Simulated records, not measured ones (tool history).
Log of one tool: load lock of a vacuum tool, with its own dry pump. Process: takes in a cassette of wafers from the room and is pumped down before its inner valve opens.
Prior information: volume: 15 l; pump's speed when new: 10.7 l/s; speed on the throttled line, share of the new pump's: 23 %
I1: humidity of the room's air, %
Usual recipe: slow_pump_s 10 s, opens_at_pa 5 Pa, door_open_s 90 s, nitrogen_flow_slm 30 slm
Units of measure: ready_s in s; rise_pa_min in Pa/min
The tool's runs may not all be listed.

Run 1, day 0.000: usual settings; I1 44.7. Result: ready_s 22.1 s, rise_pa_min 0.065 Pa/min.
Run 2, day 3.538: usual settings; I1 41.5. Result: ready_s 21.4 s, rise_pa_min 0.060 Pa/min.
Run 3, day 7.504: usual settings; I1 44.8. Result: ready_s 21.9 s, rise_pa_min 0.058 Pa/min.
Run 4, day 10.721: usual settings but door_open_s 28 s; I1 46.7. Result: ready_s 22.1 s, rise_pa_min 0.035 Pa/min.
Run 5, day 16.162: usual settings but door_open_s 28 s, nitrogen_flow_slm 26 slm; I1 44.4. Result: ready_s 22.6 s, rise_pa_min 0.034 Pa/min.
Run 6, day 20.292: usual settings but door_open_s 28 s, nitrogen_flow_slm 26 slm; I1 46.9. Result: ready_s 21.7 s, rise_pa_min 0.033 Pa/min.
Run 7, day 26.075: usual settings but door_open_s 28 s, nitrogen_flow_slm 26 slm; I1 45.7. Result: ready_s 22.3 s, rise_pa_min 0.036 Pa/min.
At day 28.383: dry pump taken out, an overhauled one fitted.
Run 8, day 33.000: usual settings; I1 46.1. Result: ready_s 21.9 s, rise_pa_min 0.067 Pa/min.
Run 9, day 39.496: usual settings; I1 43.4. Result: ready_s 21.8 s, rise_pa_min 0.058 Pa/min.
Run 10, day 45.850: usual settings; I1 42.2. Result: ready_s 22.1 s, rise_pa_min 0.062 Pa/min.
Run 11, day 48.708: usual settings; I1 45.8. Result: ready_s 21.6 s, rise_pa_min 0.068 Pa/min.
Run 12, day 53.283: usual settings but door_open_s 27 s; I1 41.7. Result: ready_s 21.5 s, rise_pa_min 0.029 Pa/min.
Run 13, day 58.533: usual settings but door_open_s 77 s; I1 44.3. Result: ready_s 22.3 s, rise_pa_min 0.054 Pa/min.
Run 14, day 62.367: usual settings but slow_pump_s 8 s, opens_at_pa 9 Pa, door_open_s 193 s, nitrogen_flow_slm 19 slm; I1 45.8. Result: ready_s 19.3 s, rise_pa_min 0.123 Pa/min.
Run 15, day 68.721: usual settings but slow_pump_s 8 s, opens_at_pa 9 Pa, door_open_s 193 s, nitrogen_flow_slm 19 slm; I1 45.8. Result: ready_s 19.1 s, rise_pa_min 0.130 Pa/min.
Run 16, day 75.450: usual settings but slow_pump_s 8 s, opens_at_pa 9 Pa, door_open_s 193 s, nitrogen_flow_slm 19 slm; I1 44.4. Result: ready_s 19.1 s, rise_pa_min 0.120 Pa/min.
Run 17, day 78.375: usual settings but slow_pump_s 17 s, nitrogen_flow_slm 6 slm; I1 42.8. Result: ready_s 27.3 s, rise_pa_min 0.094 Pa/min.
Run 18, day 83.408: usual settings but slow_pump_s 6 s, door_open_s 32 s, nitrogen_flow_slm 6 slm; I1 46.4. Result: ready_s 18.8 s, rise_pa_min 0.054 Pa/min.
Run 19, day 86.442: usual settings but opens_at_pa 6 Pa, nitrogen_flow_slm 27 slm; I1 40.7. Result: ready_s 21.0 s, rise_pa_min 0.062 Pa/min.

Each row is a separate what-if for the run after 19, all from the same tool condition, not one after another. Results?
Run A, day 91.442: usual settings but slow_pump_s 13 s, opens_at_pa 6 Pa, nitrogen_flow_slm 27 slm; I1 45.6. Result: ready_s ?, rise_pa_min ?.
Run B, day 91.442: usual settings but opens_at_pa 7 Pa, door_open_s 32 s, nitrogen_flow_slm 22 slm; I1 44.0. Result: ready_s ?, rise_pa_min ?.
Run C, day 91.442: usual settings but opens_at_pa 10 Pa, door_open_s 44 s, nitrogen_flow_slm 4 slm; I1 42.2. Result: ready_s ?, rise_pa_min ?.
Run D, day 91.442: usual settings but slow_pump_s 8 s, opens_at_pa 8 Pa, door_open_s 78 s; I1 46.0. Result: ready_s ?, rise_pa_min ?.

run  ready_s  rise_pa_min
  A     24.2        0.069
  B     21.6        0.036
  C     20.3        0.054
  D     19.5        0.060
Had the tool no hidden state, the same runs would have come out as:
run  ready_s  rise_pa_min
  A     24.2        0.069
  B     21.6        0.036
  C     20.3        0.053
  D     19.5        0.060
